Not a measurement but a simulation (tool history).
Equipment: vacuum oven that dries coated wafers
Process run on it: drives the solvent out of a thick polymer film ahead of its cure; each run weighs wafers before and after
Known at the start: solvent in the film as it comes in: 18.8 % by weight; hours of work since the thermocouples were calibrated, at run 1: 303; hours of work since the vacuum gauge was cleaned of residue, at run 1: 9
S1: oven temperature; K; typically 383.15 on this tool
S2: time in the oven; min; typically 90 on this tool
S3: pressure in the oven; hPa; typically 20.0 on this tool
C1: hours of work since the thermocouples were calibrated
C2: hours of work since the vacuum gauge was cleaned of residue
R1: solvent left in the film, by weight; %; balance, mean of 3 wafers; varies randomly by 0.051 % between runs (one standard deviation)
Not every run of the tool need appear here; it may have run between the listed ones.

run   hour      S1   S2    S3   C1  C2    R1
  1    0.0  383.15   90  20.0  303   9  3.25
  2    9.2  383.15   51  20.0  309  15  6.04
  3   20.2  383.15   51  20.0  316  22  5.94
  4   34.4  383.15   51  20.0  324  30  6.10
  5   45.4  383.15   51  20.0  331  37  6.10
  6   56.2  383.15   51  20.0  338  44  5.99
  7   66.7  383.15   51  20.0  344  50  5.94
  8   73.8  383.15   90  20.0  348  54  3.38
  9   81.9  383.15  150  20.0  353  59  1.95
 10   95.8  383.15  150  20.0  362  68  2.00
 11  108.4  383.15   90  13.5  369  75  2.92
 12  116.6  383.15   90  13.5  374  80  3.02
 13  125.9  383.15   99  20.0  380  86  3.00
     128.7  -- vacuum gauge cleaned of residue and calibrated
 14  140.6  396.15   90  20.0  388   7  1.48
 15  149.4  383.15   90  20.0  394  13  3.33
 16  159.0  381.15   90  20.0  399  19  3.81
     165.7  -- vacuum gauge cleaned of residue and calibrated, once more
 17  167.2  381.15   78  20.0  404   1  4.44
 18  173.2  377.15   90  20.0  407   5  4.78
 19  181.6  377.15   90  20.0  412  10  4.66
 20  192.5  384.15  119  44.1  419  16  3.74
 21  204.6  383.15   90  18.4  426  24  3.28
 22  211.9  383.15  121  35.1  431  28  3.39

Run 23 comes next. What will it give?
 23  220.1  383.15  60  20.0  436  33   ?

R1: 5.21 %
Take away the tool's hidden state, keep the run-to-run variation as it was, and the same run would have given R1 5.25 %.
